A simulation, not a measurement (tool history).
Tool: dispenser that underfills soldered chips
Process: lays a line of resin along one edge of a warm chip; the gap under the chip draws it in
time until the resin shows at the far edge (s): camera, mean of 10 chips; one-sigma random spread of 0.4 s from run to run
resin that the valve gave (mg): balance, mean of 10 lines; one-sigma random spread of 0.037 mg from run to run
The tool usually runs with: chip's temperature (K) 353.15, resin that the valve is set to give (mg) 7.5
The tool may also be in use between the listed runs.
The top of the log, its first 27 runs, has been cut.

| run | hour | chip's temperature (K) | resin that the valve is set to give (mg) | hours of work since the syringe was changed | hours of work since the valve was cleaned | hours of work since the stage was calibrated | time until the resin shows at the far edge (s) | resin that the valve gave (mg) |
|---|---|---|---|---|---|---|---|---|
|  | 252 | new syringe of resin |
| 28 | 259.7 | 349.15 | 9.39 | 6 | 46 | 336 | 45.7 | 9.19 |
| 29 | 266.7 | 353.15 | 9.28 | 11 | 51 | 341 | 55.9 | 8.99 |
|  | 267.8 | new syringe of resin |
|  | 269.5 | stage's temperature calibrated |
| 30 | 277.5 | 364.15 | 9.8 | 6 | 58 | 6 | 24.2 | 9.57 |
|  | 284.6 | new syringe of resin |
| 31 | 290 | 353.15 | 6.4 | 4 | 67 | 15 | 38.7 | 6.2 |
|  | 293.9 | dispensing valve cleaned and set on the balance |
| 32 | 296.8 | 367.15 | 6.4 | 8 | 2 | 19 | 27.4 | 6.44 |
|  | 301.2 | new syringe of resin |
| 33 | 308.7 | 355.15 | 7.15 | 5 | 11 | 28 | 36.9 | 7.1 |
|  | 317.3 | new syringe of resin |
| 34 | 318.3 | 355.15 | 7.15 | 1 | 17 | 34 | 25.2 | 7.13 |
| 35 | 326.9 | 353.15 | 9.25 | 7 | 24 | 41 | 42.3 | 9.16 |
|  | 333.5 | new syringe of resin |
| 36 | 335.3 | 353.15 | 9.25 | 1 | 30 | 47 | 28.2 | 9.16 |

3 options for the next run, each taken on its own from the tool as it stands now. Forecast them:
| A | 348 | 353.15 | 7.04 | 11 | 39 | 56 | ? | ? |
| B | 348 | 353.15 | 8.54 | 11 | 39 | 56 | ? | ? |
| C | 348 | 351.15 | 7.5 | 11 | 39 | 56 | ? | ? |

| run | time until the resin shows at the far edge (s) | resin that the valve gave (mg) |
|---|---|---|
| A | 59.8 | 6.93 |
| B | 55.5 | 8.31 |
| C | 62.9 | 7.3 |
Without the tool's unlogged condition, the same runs would have read:
| run | time until the resin shows at the far edge (s) | resin that the valve gave (mg) |
|---|---|---|
| A | 27.9 | 7.05 |
| B | 25.7 | 8.46 |
| C | 29.1 | 7.43 |
